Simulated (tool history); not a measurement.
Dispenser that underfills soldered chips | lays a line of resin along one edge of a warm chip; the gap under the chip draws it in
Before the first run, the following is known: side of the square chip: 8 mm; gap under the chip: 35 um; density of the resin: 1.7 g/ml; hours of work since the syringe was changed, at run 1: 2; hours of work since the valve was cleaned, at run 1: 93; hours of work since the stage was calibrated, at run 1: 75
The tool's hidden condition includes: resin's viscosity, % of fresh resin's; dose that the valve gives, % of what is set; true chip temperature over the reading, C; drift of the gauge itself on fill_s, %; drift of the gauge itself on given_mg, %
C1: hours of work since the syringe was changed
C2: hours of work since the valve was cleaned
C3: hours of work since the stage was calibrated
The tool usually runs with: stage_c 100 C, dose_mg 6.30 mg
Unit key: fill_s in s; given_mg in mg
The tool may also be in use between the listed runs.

run 1 day=0.000 | stage_c=100 dose_mg=6.30 | C1=2 C2=93 C3=75 | fill_s=163.3 given_mg=6.11
-- day=0.321 new syringe of resin
run 2 day=0.550 | stage_c=100 dose_mg=6.30 | C1=4 C2=103 C3=85 | fill_s=190.2 given_mg=6.06
-- day=0.742 new syringe of resin
run 3 day=0.842 | stage_c=100 dose_mg=6.30 | C1=2 C2=108 C3=90 | fill_s=167.1 given_mg=6.07
-- day=1.158 new syringe of resin
-- day=1.396 dispensing valve cleaned and set on the balance
run 4 day=1.496 | stage_c=100 dose_mg=6.30 | C1=5 C2=2 C3=100 | fill_s=207.6 given_mg=6.29
-- day=1.646 new syringe of resin
-- day=2.062 new syringe of resin
run 5 day=2.075 | stage_c=100 dose_mg=6.30 | C1=0 C2=12 C3=110 | fill_s=146.8 given_mg=6.29
run 6 day=2.400 | stage_c=100 dose_mg=5.94 | C1=6 C2=18 C3=116 | fill_s=212.9 given_mg=5.89
-- day=2.500 new syringe of resin
run 7 day=2.833 | stage_c=100 dose_mg=5.94 | C1=6 C2=25 C3=124 | fill_s=217.1 given_mg=5.90
-- day=2.921 new syringe of resin
run 8 day=3.129 | stage_c=100 dose_mg=5.94 | C1=4 C2=30 C3=129 | fill_s=188.0 given_mg=5.89
-- day=3.350 new syringe of resin
run 9 day=3.425 | stage_c=100 dose_mg=5.94 | C1=1 C2=36 C3=134 | fill_s=156.6 given_mg=5.87
run 10 day=3.700 | stage_c=100 dose_mg=5.94 | C1=6 C2=41 C3=139 | fill_s=215.2 given_mg=5.83
-- day=3.754 new syringe of resin
run 11 day=4.033 | stage_c=100 dose_mg=5.94 | C1=5 C2=46 C3=145 | fill_s=200.1 given_mg=5.87
-- day=4.154 new syringe of resin
-- day=4.583 new syringe of resin
run 12 day=4.658 | stage_c=100 dose_mg=5.94 | C1=1 C2=57 C3=156 | fill_s=158.9 given_mg=5.81
-- day=5.012 new syringe of resin
run 13 day=5.058 | stage_c=100 dose_mg=5.94 | C1=1 C2=64 C3=163 | fill_s=155.6 given_mg=5.82
run 14 day=5.304 | stage_c=100 dose_mg=5.94 | C1=5 C2=69 C3=167 | fill_s=205.5 given_mg=5.81
-- day=5.446 new syringe of resin
run 15 day=5.671 | stage_c=97 dose_mg=7.22 | C1=4 C2=75 C3=174 | fill_s=204.6 given_mg=7.05
-- day=5.867 new syringe of resin
run 16 day=5.950 | stage_c=97 dose_mg=7.22 | C1=2 C2=80 C3=178 | fill_s=174.5 given_mg=7.04
-- day=6.258 new syringe of resin
run 17 day=6.329 | stage_c=112 dose_mg=6.36 | C1=1 C2=87 C3=185 | fill_s=104.3 given_mg=6.17
-- day=6.658 new syringe of resin
run 18 day=6.846 | stage_c=97 dose_mg=6.40 | C1=3 C2=96 C3=194 | fill_s=194.5 given_mg=6.20
-- day=7.100 new syringe of resin
run 19 day=7.329 | stage_c=108 dose_mg=5.47 | C1=4 C2=104 C3=203 | fill_s=144.6 given_mg=5.27
-- day=7.504 new syringe of resin
run 20 day=7.683 | stage_c=88 dose_mg=6.05 | C1=3 C2=110 C3=209 | fill_s=266.6 given_mg=5.83
-- day=7.912 new syringe of resin
-- day=8.075 dispensing valve cleaned and set on the balance
run 21 day=8.325 | stage_c=110 dose_mg=6.44 | C1=7 C2=5 C3=220 | fill_s=158.8 given_mg=6.42
-- day=8.379 new syringe of resin
run 22 day=8.704 | stage_c=100 dose_mg=5.81 | C1=6 C2=11 C3=226 | fill_s=208.1 given_mg=5.79
-- day=8.796 new syringe of resin
-- day=9.208 new syringe of resin
run 23 day=9.208 | stage_c=113 dose_mg=5.62 | C1=0 C2=20 C3=235 | fill_s=95.6 given_mg=5.58

What if the next run were any one of these 5? Each begins from the tool's condition after run 23:
-- day=9.646 new syringe of resin
run A day=9.688 | stage_c=107 dose_mg=5.94 | C1=1 C2=28 C3=243 | fill_s=? given_mg=?
-- day=9.646 new syringe of resin
run B day=9.688 | stage_c=113 dose_mg=5.98 | C1=1 C2=28 C3=243 | fill_s=? given_mg=?
-- day=9.646 new syringe of resin
run C day=9.688 | stage_c=115 dose_mg=8.12 | C1=1 C2=28 C3=243 | fill_s=? given_mg=?
-- day=9.646 new syringe of resin
run D day=9.688 | stage_c=105 dose_mg=6.78 | C1=1 C2=28 C3=243 | fill_s=? given_mg=?
-- day=9.646 new syringe of resin
run E day=9.688 | stage_c=113 dose_mg=5.53 | C1=1 C2=28 C3=243 | fill_s=? given_mg=?

run=A fill_s=120.5 given_mg=5.87
run=B fill_s=96.0 given_mg=5.92
run=C fill_s=90.5 given_mg=8.01
run=D fill_s=124.8 given_mg=6.69
run=E fill_s=97.2 given_mg=5.48
With no hidden state in the tool, these same runs would have given:
run=A fill_s=120.7 given_mg=5.94
run=B fill_s=96.0 given_mg=5.99
run=C fill_s=90.6 given_mg=8.10
run=D fill_s=125.2 given_mg=6.76
run=E fill_s=97.1 given_mg=5.54
